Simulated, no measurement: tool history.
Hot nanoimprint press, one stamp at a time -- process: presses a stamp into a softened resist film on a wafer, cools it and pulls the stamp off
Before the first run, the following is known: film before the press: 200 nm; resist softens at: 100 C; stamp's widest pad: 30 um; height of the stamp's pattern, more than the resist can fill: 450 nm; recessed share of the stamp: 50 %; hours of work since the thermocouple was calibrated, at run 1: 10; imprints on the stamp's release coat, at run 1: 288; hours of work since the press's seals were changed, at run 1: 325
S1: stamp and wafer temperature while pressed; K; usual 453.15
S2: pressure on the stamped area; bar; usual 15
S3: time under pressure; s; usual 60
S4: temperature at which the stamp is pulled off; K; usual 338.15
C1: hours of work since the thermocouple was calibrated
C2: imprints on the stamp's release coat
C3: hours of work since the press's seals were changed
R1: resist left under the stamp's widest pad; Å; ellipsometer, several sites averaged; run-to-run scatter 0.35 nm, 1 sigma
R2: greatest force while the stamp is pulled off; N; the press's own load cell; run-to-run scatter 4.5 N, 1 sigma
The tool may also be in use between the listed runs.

run,hour,S1,S2,S3,S4,C1,C2,C3,R1,R2
1,0,453.15,15,60,338.15,10,288,325,930,243
2,38.3,453.15,15,60,338.15,32,384,347,932,256
3,93.9,453.15,15,60,338.15,63,524,378,935,263
4,130,453.15,15,60,338.15,84,615,399,942,261
5,199.8,453.15,15,60,338.15,123,791,438,940,285
6,242.2,453.15,15,60,338.15,148,898,463,942,303
# hour 278.4: stamp cleaned and given a new release coat
7,295.8,453.15,15,60,338.15,175,43,490,944,227
8,362.8,453.15,15,60,338.15,213,212,528,954,243
9,439,453.15,15,60,338.15,256,404,571,951,264
10,513.3,453.15,15,60,338.15,298,591,613,956,277
11,579.9,453.15,15,60,338.15,336,758,651,959,278
# hour 619.4: plate thermocouple calibrated
12,642.1,453.15,15,60,338.15,13,907,684,941,303
# hour 675.6: stamp cleaned and given a new release coat
13,698.9,453.15,15,60,338.15,42,59,713,944,220
14,737.8,453.15,15,60,338.15,64,157,735,946,228
# hour 756.8: press's hydraulic seals changed and the load cell set to zero
15,790.1,453.15,15,60,338.15,89,268,19,918,245
16,866.9,453.15,15,60,338.15,133,462,62,928,257
17,930.2,458.15,20.5,55,338.15,168,621,98,703,276
18,1005.3,461.15,11.4,45,338.15,211,810,141,983,299
19,1051.9,447.15,15.7,113,333.15,238,927,167,876,321
# hour 1080: stamp cleaned and given a new release coat
20,1114.2,453.15,16.4,89,343.15,270,86,199,787,211
21,1189.2,453.15,16.4,89,343.15,312,274,242,788,235
# hour 1264.2: plate thermocouple calibrated
22,1272.8,453.15,16.4,89,343.15,5,477,288,777,249
23,1339.5,453.15,15,60,324.15,43,645,326,933,327
24,1419,450.15,22.7,80,338.15,88,845,371,729,298
# hour 1477.1: stamp cleaned and given a new release coat
25,1484.6,462.15,22.7,59,338.15,122,19,405,592,222
26,1548.5,461.15,9.6,34,331.15,158,180,441,1174,251
27,1613.3,461.15,9.6,34,331.15,195,343,478,1175,278
28,1677.3,461.15,18.3,34,341.15,231,504,514,836,258
29,1720.9,453.15,17.9,53,338.15,256,614,539,900,280

4 options for the next run, each taken on its own from the tool as it stands now. Forecast them:
A,1792.4,453.15,15.5,53,338.15,296,794,579,?,?
B,1792.4,462.15,17.9,54,338.15,296,794,579,?,?
C,1792.4,453.15,15,60,335.15,296,794,579,?,?
D,1792.4,458.15,17.9,53,338.15,296,794,579,?,?

run,R1,R2
A,975,285
B,718,302
C,967,296
D,798,297
Take away the tool's hidden state, keep each run's random variation, and the runs would have read:
run,R1,R2
A,938,213
B,688,226
C,931,222
D,765,222

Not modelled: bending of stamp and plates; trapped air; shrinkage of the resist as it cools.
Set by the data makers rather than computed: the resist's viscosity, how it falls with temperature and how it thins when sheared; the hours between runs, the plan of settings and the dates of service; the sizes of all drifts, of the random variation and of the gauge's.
